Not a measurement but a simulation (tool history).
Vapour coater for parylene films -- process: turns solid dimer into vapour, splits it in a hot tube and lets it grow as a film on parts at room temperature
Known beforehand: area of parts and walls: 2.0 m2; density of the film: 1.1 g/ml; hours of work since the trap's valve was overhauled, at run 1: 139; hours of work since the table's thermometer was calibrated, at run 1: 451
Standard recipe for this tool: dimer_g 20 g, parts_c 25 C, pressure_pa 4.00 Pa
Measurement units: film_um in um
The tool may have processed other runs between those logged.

run     day  dimer_g  parts_c  pressure_pa  hours of work since the trap's valve was overhauled  hours of work since the table's thermometer was calibrated  film_um
  1   0.000       20       25         4.00                                                  139                                                         451     6.29
  2   0.896       20       25         4.00                                                  157                                                         468     6.21
  3   1.554       22       25         4.00                                                  170                                                         482     6.83
  4   2.225       22       25         4.00                                                  183                                                         495     6.82
  5   2.808       20       25         4.00                                                  195                                                         506     6.20
  6   3.671       20       25         4.00                                                  212                                                         524     6.19
  7   4.717       35       25         4.00                                                  233                                                         544    10.71
  8   5.738       35       25         4.00                                                  253                                                         565    10.75
  9   6.200       14       25         4.00                                                  262                                                         574     4.28
 10   6.946       14       25         4.00                                                  277                                                         589     4.30
 11   7.525       14       25         4.00                                                  289                                                         600     4.26
 12   8.200       14       25         4.00                                                  302                                                         614     4.25
 13   8.800       22       23         3.79                                                  314                                                         625     7.17
 14   9.467       22       23         3.79                                                  327                                                         639     7.13
 15  10.246       22       19         3.38                                                  343                                                         654     8.17
 16  10.962       25       17         6.01                                                  357                                                         668     9.39
 17  11.883       20       26         4.00                                                  375                                                         687     5.80
 18  12.604       21       25         6.31                                                  389                                                         701     6.00
     13.038  -- trap's valve overhauled
 19  13.725       12       25         3.21                                                   14                                                         720     3.97

Consider 4 possible next runs. They are alternatives, not a sequence: every one starts from the tool as it was left by run 19. What does each give?
  A  14.392       14       25         4.00                                                   27                                                         733        ?
  B  14.392       19       21         3.21                                                   27                                                         733        ?
  C  14.392       16       27         3.21                                                   27                                                         733        ?
  D  14.392       22       19         3.21                                                   27                                                         733        ?

run  film_um
  A     4.58
  B     7.26
  C     4.99
  D     8.93
With the hidden condition removed and each run's random variation left untouched, the same runs would have given:
run  film_um
  A     4.49
  B     7.11
  C     4.88
  D     8.74

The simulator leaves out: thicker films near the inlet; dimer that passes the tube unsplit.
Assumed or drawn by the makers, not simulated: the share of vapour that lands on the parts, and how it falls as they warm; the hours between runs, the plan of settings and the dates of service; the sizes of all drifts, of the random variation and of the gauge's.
